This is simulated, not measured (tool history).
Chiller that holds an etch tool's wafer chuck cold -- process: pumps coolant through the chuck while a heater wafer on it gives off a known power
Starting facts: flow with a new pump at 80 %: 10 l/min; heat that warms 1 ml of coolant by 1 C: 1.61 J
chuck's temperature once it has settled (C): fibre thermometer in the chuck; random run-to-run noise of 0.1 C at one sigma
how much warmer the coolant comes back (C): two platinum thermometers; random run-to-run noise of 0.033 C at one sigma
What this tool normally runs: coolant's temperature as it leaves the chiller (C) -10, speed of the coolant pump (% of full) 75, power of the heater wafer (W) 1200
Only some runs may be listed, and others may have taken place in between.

| run | hour | coolant's temperature as it leaves the chiller (C) | speed of the coolant pump (% of full) | power of the heater wafer (W) | chuck's temperature once it has settled (C) | how much warmer the coolant comes back (C) |
|---|---|---|---|---|---|---|
| 1 | 0 | -10 | 75 | 1200 | 3.5 | 4.9 |
| 2 | 79.2 | 0 | 75 | 1200 | 13.5 | 4.99 |
| 3 | 196.3 | -17 | 75 | 1200 | -3.4 | 4.95 |
| 4 | 343.9 | -10 | 65 | 1200 | 5.3 | 5.88 |
| 5 | 479.1 | -5 | 75 | 1200 | 8.3 | 5.07 |
| 6 | 555.9 | -5 | 75 | 1200 | 8.6 | 5.05 |
| 7 | 718.6 | -5 | 75 | 1200 | 8.9 | 5.08 |
| 8 | 842.4 | -10 | 75 | 1200 | 3.8 | 5.03 |
| 9 | 994.2 | -10 | 75 | 1633 | 9 | 6.95 |
| 10 | 1138 | -10 | 75 | 1633 | 9.1 | 6.96 |
| 11 | 1282 | -10 | 75 | 1378 | 6.2 | 5.91 |
| 12 | 1417.7 | -10 | 75 | 1634 | 9.4 | 7.05 |
| 13 | 1572.5 | -10 | 75 | 1634 | 9.5 | 7.11 |
| 14 | 1739.8 | -17 | 75 | 1634 | 2.7 | 7.13 |
| 15 | 1832.6 | -17 | 75 | 1634 | 2.9 | 7.04 |
| 16 | 2011.5 | -17 | 75 | 1634 | 2.9 | 7.14 |
| 17 | 2189.1 | -17 | 75 | 1634 | 3.1 | 7.11 |
| 18 | 2301.1 | -17 | 75 | 1634 | 3.2 | 7.17 |
| 19 | 2380 | -11 | 71 | 951 | 1.3 | 4.36 |
| 20 | 2512.1 | -11 | 71 | 951 | 1.3 | 4.49 |
| 21 | 2620.8 | -9 | 94 | 885 | -0.1 | 3.07 |
| 22 | 2729.5 | -10 | 88 | 1325 | 4.5 | 4.93 |
| 23 | 2890.4 | -10 | 88 | 1325 | 4.7 | 5.03 |
| 24 | 3007 | -10 | 88 | 1325 | 4.5 | 4.95 |
| 25 | 3108.1 | -5 | 75 | 1200 | 10.4 | 5.34 |
| 26 | 3234.3 | -5 | 75 | 1200 | 10.3 | 5.44 |
| 27 | 3317.6 | -5 | 70 | 1156 | 10.6 | 5.6 |
| 28 | 3477.1 | -4 | 70 | 1076 | 11 | 5.23 |
| 29 | 3555.1 | -14 | 89 | 1145 | -1.3 | 4.29 |
| 30 | 3727.1 | -14 | 89 | 1145 | -1 | 4.33 |
| 31 | 3839.2 | -10 | 99 | 1200 | 2.6 | 4.04 |

Removed from this log: 1 entry logged between the listed runs. Between which two listed runs does each belong, and how does the tool's hidden state at the listed run before it compare with that at the listed run after it?
Run 29 -> run 30: chiller's thermometer calibrated (hour 3580)
  heat passed by the chuck's channels, % of clean ones': 84.8 -> 84.3; flow at a given pump speed, % of a new pump's: 88.3 -> 87.9; coolant's true temperature over the reading, C: -0.14 -> -0.03
  measured value less the no-hidden-state value, chuck's temperature once it has settled (C): +2.5 -> +2.8; how much warmer the coolant comes back (C): +0.5 -> +0.52
